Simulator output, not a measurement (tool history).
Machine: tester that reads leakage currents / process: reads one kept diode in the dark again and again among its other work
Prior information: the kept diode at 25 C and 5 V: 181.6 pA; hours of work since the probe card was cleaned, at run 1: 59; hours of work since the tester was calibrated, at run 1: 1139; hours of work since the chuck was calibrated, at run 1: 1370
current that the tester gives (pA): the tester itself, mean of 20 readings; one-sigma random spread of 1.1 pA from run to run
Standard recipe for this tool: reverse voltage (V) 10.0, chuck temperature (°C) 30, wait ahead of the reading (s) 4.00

run    hour  reverse voltage (V)  chuck temperature (°C)  wait ahead of the reading (s)  hours of work since the probe card was cleaned  hours of work since the tester was calibrated  hours of work since the chuck was calibrated  current that the tester gives (pA)
  1     0.0                 10.0                      30                           4.00                                              59                                           1139                                          1370                              353.70
  2    28.7                 10.0                      30                           4.00                                              72                                           1152                                          1383                              352.79
  3    63.5                 10.0                      50                           4.00                                              88                                           1168                                          1399                             1640.21
  4    89.4                  2.7                      50                           4.00                                             100                                           1180                                          1411                             1022.21
  5   119.6                  2.7                      50                           4.00                                             114                                           1194                                          1424                             1019.22
  6   152.3                  2.7                      50                           4.00                                             129                                           1209                                          1439                             1020.44
  7   176.6                  2.7                      50                           4.00                                             140                                           1220                                          1451                             1017.98
  8   203.7                  2.7                      50                           4.00                                             152                                           1232                                          1463                             1024.33
  9   242.8                 10.0                      30                           4.00                                             170                                           1250                                          1481                              351.07
 10   267.3                 10.0                      30                           4.00                                             182                                           1261                                          1492                              350.35
 11   307.4                 10.0                      57                           4.00                                             200                                           1280                                          1511                             2663.26
 12   346.9                 10.0                      57                           4.00                                             218                                           1298                                          1529                             2674.66
 13   373.5                 10.0                      30                           4.00                                             230                                           1310                                          1541                              351.86
 14   413.1                 10.0                      30                           4.00                                             248                                           1328                                          1559                              354.84
 15   453.7                 10.0                      30                           4.00                                             267                                           1347                                          1578                              353.21
 16   485.9                 10.0                      54                           4.00                                             282                                           1362                                          1592                             2160.33
 17   525.1                 10.0                      54                           4.00                                             300                                           1380                                          1610                             2166.80
 18   555.4                 10.0                      41                           4.00                                             314                                           1394                                          1624                              842.07
 19   585.8                  1.1                      41                           4.00                                             328                                           1407                                          1638                              380.15
 20   616.2                  1.1                      41                           4.00                                             342                                           1421                                          1652                              381.19
 21   634.1                  1.1                      59                           4.00                                             350                                           1430                                          1660                             1380.81
 22   663.0                  1.1                      30                           2.89                                             363                                           1443                                          1674                              160.70
 23   680.4                  1.1                      30                           2.89                                             371                                           1451                                          1682                              159.56
 24   720.4                 10.0                      25                           5.79                                             389                                           1469                                          1700                              233.13
 25   753.4                 10.0                      25                           5.79                                             404                                           1484                                          1715                              232.26
 26   785.9                 10.0                      25                           5.79                                             419                                           1499                                          1730                              231.85
 27   804.8                 10.0                      25                           5.79                                             428                                           1508                                          1739                              231.15
 28   844.5                  5.7                      25                           5.79                                             446                                           1526                                          1757                              190.03
 29   865.8                  5.7                      25                           5.79                                             456                                           1536                                          1767                              190.21
 30   906.3                 10.0                      55                           0.48                                             475                                           1554                                          1785                             2329.20
 31   929.0                  4.2                      39                           0.75                                             485                                           1565                                          1796                              528.43
 32   952.2                  9.4                      37                           2.68                                             496                                           1575                                          1806                              604.85
 33   972.7                  8.4                      57                           0.40                                             505                                           1585                                          1816                             2505.24
 34   998.8                 11.3                      24                           0.30                                             517                                           1597                                          1828                              227.90
 35  1033.4                 10.3                      30                           1.47                                             533                                           1613                                          1843                              357.28
 36  1055.6                 10.3                      30                           1.47                                             543                                           1623                                          1854                              354.96
 37  1087.9                 10.3                      30                           1.47                                             558                                           1638                                          1868                              360.06
 38  1124.2                  4.0                      50                           4.00                                             574                                           1654                                          1885                             1175.76
 39  1146.8                  7.1                      27                           6.67                                             585                                           1665                                          1895                              243.87
 40  1166.9                  7.1                      27                           6.67                                             594                                           1674                                          1905                              243.10

Table of differences, measured result less the result of that run with no hidden state. Run-to-run variation is the same in both. Gauge scatter possibly is not:
The hidden state here: stray current of the dirty probe card, pA a volt; current scale over the true one, %; true chuck temperature over the reading, C; drift of the gauge itself on leakage_pa, %.
run  current that the tester gives (pA)
  1                               -0.39
  2                               -0.39
  3                               -1.58
  4                               -1.00
  5                               -1.00
  6                               -1.01
  7                               -1.02
  8                               -1.03
  9                               -0.41
 10                               -0.41
 11                               -2.64
 12                               -2.67
 13                               -0.43
 14                               -0.43
 15                               -0.43
 16                               -2.29
 17                               -2.32
 18                               -0.99
 19                               -0.45
 20                               -0.46
 21                               -1.48
 22                               -0.21
 23                               -0.21
 24                               -0.31
 25                               -0.32
 26                               -0.32
 27                               -0.32
 28                               -0.27
 29                               -0.27
 30                               -2.72
 31                               -0.69
 32                               -0.81
 33                               -2.94
 34                               -0.32
 35                               -0.51
 36                               -0.50
 37                               -0.51
 38                               -1.50
 39                               -0.36
 40                               -0.36
